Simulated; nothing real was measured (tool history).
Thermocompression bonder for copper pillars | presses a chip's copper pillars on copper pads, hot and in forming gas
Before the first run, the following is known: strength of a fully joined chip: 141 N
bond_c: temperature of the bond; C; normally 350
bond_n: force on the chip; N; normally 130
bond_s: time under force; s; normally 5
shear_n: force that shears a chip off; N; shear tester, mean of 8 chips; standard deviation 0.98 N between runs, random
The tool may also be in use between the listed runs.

run   hour  bond_c  bond_n  bond_s  shear_n
  1    0.0     350     130       5     78.2
  2   12.5     350     130       5     80.3
  3   19.0     350     127       5     78.9
  4   28.5     350     125       5     76.6
  5   36.3     350     125       5     76.8
  6   47.4     350     130       5     79.1
  7   57.9     350     130       5     76.1
  8   67.7     350     130       5     77.3
  9   78.2     350     130       5     76.9
 10   93.0     350      96       5     59.1
 11  106.8     350     130       8     91.5
 12  121.7     350      83       5     48.8
 13  129.4     350      83       5     49.1
 14  136.9     342      83       5     44.6
 15  149.0     330     130       3     49.3
 16  156.1     330      92      13     60.6
 17  167.9     350     130       5     77.0
 18  176.8     380     127       8    107.4
 19  191.0     366     164       7    110.7
 20  203.0     366      83      13     80.0
 21  212.8     366      83      13     78.7
 22  226.7     361     160       5     97.4
 23  234.4     372      86       5     64.9
 24  245.5     372      86       5     63.8
 25  252.7     368     130      15    110.5

Alternative continuations, all from the tool just after run 25; predict every row:
  A  262.8     343     130       5        ?
  B  262.8     373     130       9        ?
  C  262.8     367     154      15        ?

run  shear_n
  A     68.1
  B    103.8
  C    115.8
With the hidden condition removed and each run's random variation left untouched, the same runs would have given:
run  shear_n
  A     76.8
  B    113.8
  C    125.0

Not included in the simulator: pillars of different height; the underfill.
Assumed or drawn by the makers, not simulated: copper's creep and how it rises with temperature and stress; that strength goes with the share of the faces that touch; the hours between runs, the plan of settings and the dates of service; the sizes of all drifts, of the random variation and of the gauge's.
